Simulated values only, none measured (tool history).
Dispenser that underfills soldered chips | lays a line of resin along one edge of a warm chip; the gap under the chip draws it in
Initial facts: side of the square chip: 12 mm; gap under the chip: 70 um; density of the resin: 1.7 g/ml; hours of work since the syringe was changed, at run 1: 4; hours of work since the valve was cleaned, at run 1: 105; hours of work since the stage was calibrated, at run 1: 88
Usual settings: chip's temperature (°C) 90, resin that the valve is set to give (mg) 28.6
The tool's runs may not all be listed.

run	hour	chip's temperature (°C)	resin that the valve is set to give (mg)	hours of work since the syringe was changed	hours of work since the valve was cleaned	hours of work since the stage was calibrated	time until the resin shows at the far edge (s)	resin that the valve gave (mg)
1	0.0	90	28.6	4	105	88	37.2	25.76
2	4.9	90	28.6	7	108	91	47.8	25.64
3	8.5	84	28.6	9	110	94	67.0	25.52
# hour 12.2: new syringe of resin
4	14.4	90	27.2	1	114	97	32.3	24.11
5	18.8	90	34.8	4	116	100	38.8	30.79
6	22.1	90	34.8	6	118	102	45.1	30.67
7	25.5	90	34.8	8	120	104	53.9	30.88
# hour 30.2: new syringe of resin
8	30.2	78	34.8	0	123	107	39.0	30.86
# hour 34.0: dispensing valve cleaned and set on the balance
9	35.0	90	36.9	2	1	109	32.3	36.83
10	41.7	90	28.6	6	5	113	45.6	28.37
11	45.3	90	28.6	9	7	115	53.9	28.33
# hour 49.0: new syringe of resin
12	51.3	90	28.6	1	10	119	30.6	28.23
13	54.3	90	28.6	3	12	120	35.6	27.97
14	57.9	90	37.0	5	14	123	40.9	36.39
15	64.3	90	37.0	9	18	126	56.9	36.22
# hour 66.7: new syringe of resin
16	68.2	90	37.0	1	20	129	29.2	36.60
17	72.9	90	37.0	4	23	132	36.3	36.31
18	78.1	89	37.0	7	26	135	48.6	36.00
19	81.2	89	37.0	9	28	137	57.2	35.67
# hour 84.4: new syringe of resin
20	87.3	89	37.0	2	32	140	31.5	35.83
21	90.1	81	24.6	3	34	142	47.8	23.99
22	94.6	81	24.6	6	36	145	60.5	23.72
23	99.4	99	28.4	9	39	148	45.6	27.45
# hour 102.3: new syringe of resin
24	105.9	99	30.3	2	43	151	25.6	29.05
25	110.3	99	26.5	5	46	154	32.2	25.34
26	115.9	77	30.6	8	49	157	77.4	29.27
# hour 120.5: new syringe of resin
27	120.9	99	25.5	0	52	160	23.0	24.17
28	125.9	99	25.5	3	55	163	28.3	24.03
29	129.2	99	25.5	5	57	165	33.9	24.17
30	132.2	91	34.6	7	59	167	47.5	32.61
31	135.2	91	34.6	9	61	169	54.7	32.43
32	137.9	96	31.8	11	62	171	55.0	29.94
# hour 138.8: new syringe of resin
33	142.1	90	27.1	2	65	173	32.6	25.26
34	148.8	90	27.1	6	69	177	45.5	25.36
35	152.9	90	33.2	9	71	180	54.8	30.87
# hour 157.0: new syringe of resin
36	158.6	88	33.8	1	75	183	30.9	31.41

Forecast each of these 4 alternatives for the next run:
A	163.5	101	25.1	4	78	186	?	?
B	163.5	99	36.7	4	78	186	?	?
C	163.5	88	35.8	4	78	186	?	?
D	163.5	77	27.1	4	78	186	?	?

run	time until the resin shows at the far edge (s)	resin that the valve gave (mg)
A	29.0	23.26
B	29.2	34.16
C	40.0	33.20
D	54.7	25.20
Take away the tool's hidden state, keep each run's random variation, and the runs would have read:
run	time until the resin shows at the far edge (s)	resin that the valve gave (mg)
A	21.2	25.17
B	21.7	36.97
C	29.8	35.92
D	40.3	27.26

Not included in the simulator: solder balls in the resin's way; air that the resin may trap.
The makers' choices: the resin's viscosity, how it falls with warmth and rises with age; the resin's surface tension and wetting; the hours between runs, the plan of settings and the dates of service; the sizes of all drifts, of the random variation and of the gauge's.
